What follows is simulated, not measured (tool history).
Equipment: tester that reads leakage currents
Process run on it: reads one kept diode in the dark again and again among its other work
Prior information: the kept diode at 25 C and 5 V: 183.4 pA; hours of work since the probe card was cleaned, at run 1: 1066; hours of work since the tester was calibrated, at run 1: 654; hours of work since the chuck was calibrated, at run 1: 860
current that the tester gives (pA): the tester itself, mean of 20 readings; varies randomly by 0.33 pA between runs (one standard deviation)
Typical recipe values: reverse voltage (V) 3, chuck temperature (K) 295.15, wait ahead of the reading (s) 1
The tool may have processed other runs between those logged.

run    hour  reverse voltage (V)  chuck temperature (K)  wait ahead of the reading (s)  hours of work since the probe card was cleaned  hours of work since the tester was calibrated  hours of work since the chuck was calibrated  current that the tester gives (pA)
  1       0                    3                 295.15                              1                                            1066                                            654                                           860                              119.31
  2      76                  7.1                 295.15                              1                                            1115                                            703                                           909                              198.87
  3   109.8                  7.1                 295.15                              1                                            1136                                            725                                           931                              199.74
  4   151.6                    3                 293.15                              1                                            1163                                            752                                           958                              102.38
  5   215.3                    3                 293.15                              1                                            1204                                            793                                           999                              102.66
  6   252.4                    3                 295.15                           8.33                                            1228                                            817                                          1023                              120.94
  7   313.8                    3                 295.15                           8.33                                            1268                                            857                                          1062                               121.7
  8   369.6                 2.17                 295.15                              1                                            1304                                            893                                          1098                              100.71
  9   445.2                 2.17                 295.15                              1                                            1352                                            941                                          1147                               101.5
 10   487.7                 2.17                 295.15                              1                                            1380                                            969                                          1174                              102.18
 11   554.3                    3                 295.15                           3.44                                            1423                                           1012                                          1217                              123.16
 12   624.9                    3                 308.15                              1                                            1468                                           1057                                          1263                              343.84
 13   668.5                    3                 308.15                              1                                            1496                                           1085                                          1291                              343.27
 14   712.5                    3                 302.15                              1                                            1525                                           1114                                          1319                              216.54
 15   748.9                    3                 302.15                              1                                            1548                                           1137                                          1343                              218.21
 16   823.2                    3                 295.15                           0.58                                            1596                                           1185                                          1391                              127.08
 17   897.8                    3                 295.15                           0.58                                            1644                                           1233                                          1439                              126.24
 18   936.5                    3                 295.15                           0.58                                            1669                                           1258                                          1464                              127.75
 19   999.5                 2.02                 325.15                           2.91                                            1710                                           1299                                          1504                              936.77
 20  1065.8                    3                 295.15                           7.64                                            1752                                           1341                                          1547                              127.65
 21  1117.4                 3.81                 295.15                           6.53                                            1786                                           1375                                          1580                              148.31
 22  1155.1                 5.71                 295.15                            0.4                                            1810                                           1399                                          1604                              190.32
 23  1217.8                 5.71                 295.15                            0.4                                            1850                                           1439                                          1645                              190.94
     1266.9  -- probe card cleaned and baked
 24  1275.9                 1.35                 299.15                           5.15                                               6                                           1475                                          1680                              109.92
 25  1328.4                 1.35                 297.15                           5.81                                              40                                           1509                                          1714                               93.77
 26  1392.2                 1.35                 297.15                           5.81                                              81                                           1550                                          1755                               94.29
 27  1471.7                 1.35                 295.15                           5.81                                             132                                           1601                                          1807                                80.4

The next listed run, before its measurement:
 28  1509.9                11.86                 295.15                              1                                             157                                           1626                                          1831                                   ?

Run 28 gave current that the tester gives (pA) 283.3.
Were there no unlogged condition in the tool, this run, its random variation unchanged, would have produced current that the tester gives (pA) 236.72.
